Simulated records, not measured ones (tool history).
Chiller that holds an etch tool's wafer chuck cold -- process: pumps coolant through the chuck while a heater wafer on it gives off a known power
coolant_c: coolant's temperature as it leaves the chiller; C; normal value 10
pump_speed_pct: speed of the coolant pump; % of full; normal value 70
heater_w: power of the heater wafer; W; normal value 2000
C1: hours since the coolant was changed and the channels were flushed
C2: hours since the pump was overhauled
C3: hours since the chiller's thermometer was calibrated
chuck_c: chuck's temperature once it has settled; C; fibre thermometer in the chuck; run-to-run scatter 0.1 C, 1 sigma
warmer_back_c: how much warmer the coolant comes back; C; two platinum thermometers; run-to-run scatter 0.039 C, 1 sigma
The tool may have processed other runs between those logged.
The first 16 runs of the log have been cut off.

run 17 hour=551.6 | coolant_c=10 pump_speed_pct=82 heater_w=2172 | C1=4274 C2=1661 C3=1100 | chuck_c=26.8 warmer_back_c=7.21
run 18 hour=573.6 | coolant_c=5 pump_speed_pct=63 heater_w=2538 | C1=4296 C2=1683 C3=1122 | chuck_c=28.7 warmer_back_c=11.36
run 19 hour=594.4 | coolant_c=1 pump_speed_pct=70 heater_w=1511 | C1=4317 C2=1704 C3=1143 | chuck_c=14.1 warmer_back_c=5.91
run 20 hour=639.1 | coolant_c=17 pump_speed_pct=66 heater_w=1186 | C1=4362 C2=1748 C3=1187 | chuck_c=27.7 warmer_back_c=4.92
run 21 hour=684.0 | coolant_c=17 pump_speed_pct=66 heater_w=1186 | C1=4407 C2=1793 C3=1232 | chuck_c=27.5 warmer_back_c=4.91
run 22 hour=732.5 | coolant_c=4 pump_speed_pct=70 heater_w=1285 | C1=4455 C2=1842 C3=1281 | chuck_c=15.1 warmer_back_c=4.95
run 23 hour=767.5 | coolant_c=4 pump_speed_pct=70 heater_w=1285 | C1=4490 C2=1877 C3=1316 | chuck_c=15.2 warmer_back_c=4.94
run 24 hour=791.6 | coolant_c=4 pump_speed_pct=81 heater_w=1510 | C1=4514 C2=1901 C3=1340 | chuck_c=15.8 warmer_back_c=4.99
run 25 hour=828.8 | coolant_c=4 pump_speed_pct=81 heater_w=1510 | C1=4551 C2=1938 C3=1377 | chuck_c=15.9 warmer_back_c=4.97
run 26 hour=864.8 | coolant_c=4 pump_speed_pct=81 heater_w=1659 | C1=4587 C2=1974 C3=1413 | chuck_c=16.9 warmer_back_c=5.46
run 27 hour=896.1 | coolant_c=4 pump_speed_pct=81 heater_w=1659 | C1=4619 C2=2005 C3=1444 | chuck_c=16.9 warmer_back_c=5.46
run 28 hour=920.8 | coolant_c=7 pump_speed_pct=70 heater_w=2746 | C1=4643 C2=2030 C3=1469 | chuck_c=30.9 warmer_back_c=10.78
run 29 hour=943.4 | coolant_c=7 pump_speed_pct=70 heater_w=2746 | C1=4666 C2=2053 C3=1492 | chuck_c=30.7 warmer_back_c=10.79
run 30 hour=987.6 | coolant_c=10 pump_speed_pct=66 heater_w=2000 | C1=4710 C2=2097 C3=1536 | chuck_c=28.1 warmer_back_c=8.40
run 31 hour=1032.1 | coolant_c=11 pump_speed_pct=93 heater_w=1051 | C1=4755 C2=2141 C3=1580 | chuck_c=18.4 warmer_back_c=2.79
run 32 hour=1071.3 | coolant_c=10 pump_speed_pct=96 heater_w=1745 | C1=4794 C2=2181 C3=1620 | chuck_c=22.1 warmer_back_c=4.68

Each row is a separate what-if for the run after 32, all from the same tool condition, not one after another. Results?
run A hour=1101.0 | coolant_c=1 pump_speed_pct=96 heater_w=2182 | C1=4824 C2=2210 C3=1649 | chuck_c=? warmer_back_c=?
run B hour=1101.0 | coolant_c=1 pump_speed_pct=84 heater_w=1419 | C1=4824 C2=2210 C3=1649 | chuck_c=? warmer_back_c=?
run C hour=1101.0 | coolant_c=12 pump_speed_pct=96 heater_w=2101 | C1=4824 C2=2210 C3=1649 | chuck_c=? warmer_back_c=?

run=A chuck_c=15.9 warmer_back_c=5.89
run=B chuck_c=11.9 warmer_back_c=4.34
run=C chuck_c=26.7 warmer_back_c=5.66
Had the tool no hidden state, the same runs would have come out as:
run=A chuck_c=15.9 warmer_back_c=6.20
run=B chuck_c=11.9 warmer_back_c=4.66
run=C chuck_c=26.7 warmer_back_c=5.97
